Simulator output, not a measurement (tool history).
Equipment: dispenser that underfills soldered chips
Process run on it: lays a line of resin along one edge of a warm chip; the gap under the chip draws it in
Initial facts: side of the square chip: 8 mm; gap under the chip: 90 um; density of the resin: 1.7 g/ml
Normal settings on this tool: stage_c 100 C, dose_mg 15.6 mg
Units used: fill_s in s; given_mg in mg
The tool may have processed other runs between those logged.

run    day  stage_c  dose_mg  fill_s  given_mg
  1  0.000      100     15.6    29.7     15.43
  2  0.300      100     17.3    44.1     17.10
     0.375  -- new syringe of resin
  3  0.500      100     14.4    32.4     14.23
  4  0.775      100     14.4    44.5     14.16
     0.838  -- new syringe of resin
  5  0.988      100     18.9    32.8     18.38
     1.304  -- new syringe of resin
  6  1.304      100     18.9    26.1     18.49
  7  1.458       89     15.6    47.6     15.19
  8  1.704       89     15.6    66.4     15.14
     1.771  -- new syringe of resin
  9  1.896       89     15.6    47.1     15.10
 10  2.138       91     15.6    58.3     14.99
     2.246  -- new syringe of resin
     2.521  -- dispensing valve cleaned and set on the balance
 11  2.538       91     15.6    51.3     15.47
     2.746  -- new syringe of resin
 12  2.850       91     15.6    42.8     15.51
 13  3.175       91     15.6    64.7     15.44
     3.208  -- new syringe of resin
 14  3.358      106     19.6    26.4     19.53
 15  3.638      106     14.5    38.5     14.26

Run 16 comes next. What will it give?
     3.671  -- new syringe of resin
 16  3.842      106     14.5       ?         ?

Logged for run 16: fill_s 27.3 s, given_mg 14.32 mg.
Were there no unlogged condition in the tool, this run, its random variation unchanged, would have produced fill_s 21.7 s, given_mg 14.54 mg.
